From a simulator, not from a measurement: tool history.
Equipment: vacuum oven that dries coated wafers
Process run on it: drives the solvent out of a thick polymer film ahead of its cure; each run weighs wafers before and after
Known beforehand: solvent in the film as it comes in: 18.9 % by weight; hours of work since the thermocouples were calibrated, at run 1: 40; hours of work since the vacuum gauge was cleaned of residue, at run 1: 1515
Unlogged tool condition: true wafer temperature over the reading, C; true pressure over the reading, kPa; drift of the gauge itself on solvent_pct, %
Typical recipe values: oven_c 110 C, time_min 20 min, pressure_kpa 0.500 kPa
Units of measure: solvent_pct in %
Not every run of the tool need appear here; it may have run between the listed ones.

run,hour,oven_c,time_min,pressure_kpa,hours of work since the thermocouples were calibrated,hours of work since the vacuum gauge was cleaned of residue,solvent_pct
1,0.0,110,20,0.500,40,1515,1.68
2,59.4,110,20,0.500,80,1556,1.67
3,139.9,110,20,0.500,136,1611,1.66
4,233.6,98,20,0.500,200,1676,3.98
5,308.4,98,20,0.500,251,1727,3.94
6,393.5,98,19,0.500,310,1785,4.19
# hour 405.6: vacuum gauge cleaned of residue and calibrated
7,471.9,98,19,0.500,363,46,4.37
8,528.8,98,19,0.338,402,85,4.24
9,612.6,98,19,0.338,459,142,4.19
# hour 687.2: vacuum gauge cleaned of residue and calibrated, once more
10,701.2,113,17,0.500,519,10,1.42
11,788.4,113,17,0.954,579,69,1.64
12,840.8,113,28,0.669,615,105,0.63
13,928.4,110,15,0.323,675,166,2.17
14,969.4,120,26,0.927,703,194,0.52
15,1020.1,110,23,1.447,738,229,1.61
16,1101.9,110,23,1.447,794,285,1.60
17,1187.1,107,12,1.447,852,343,4.43
18,1256.0,107,12,1.447,900,390,4.41

Predict each of these 4 candidate next runs independently; none follows another, all start after run 18:
A,1305.6,109,12,1.447,934,425,?
B,1305.6,103,20,0.300,934,425,?
C,1305.6,119,16,1.685,934,425,?
D,1305.6,107,18,1.447,934,425,?

run,solvent_pct
A,3.93
B,2.20
C,1.42
D,2.68
Stripped of hidden state, with their random variation kept, the same runs would have yielded:
run,solvent_pct
A,4.42
B,2.58
C,1.64
D,3.07
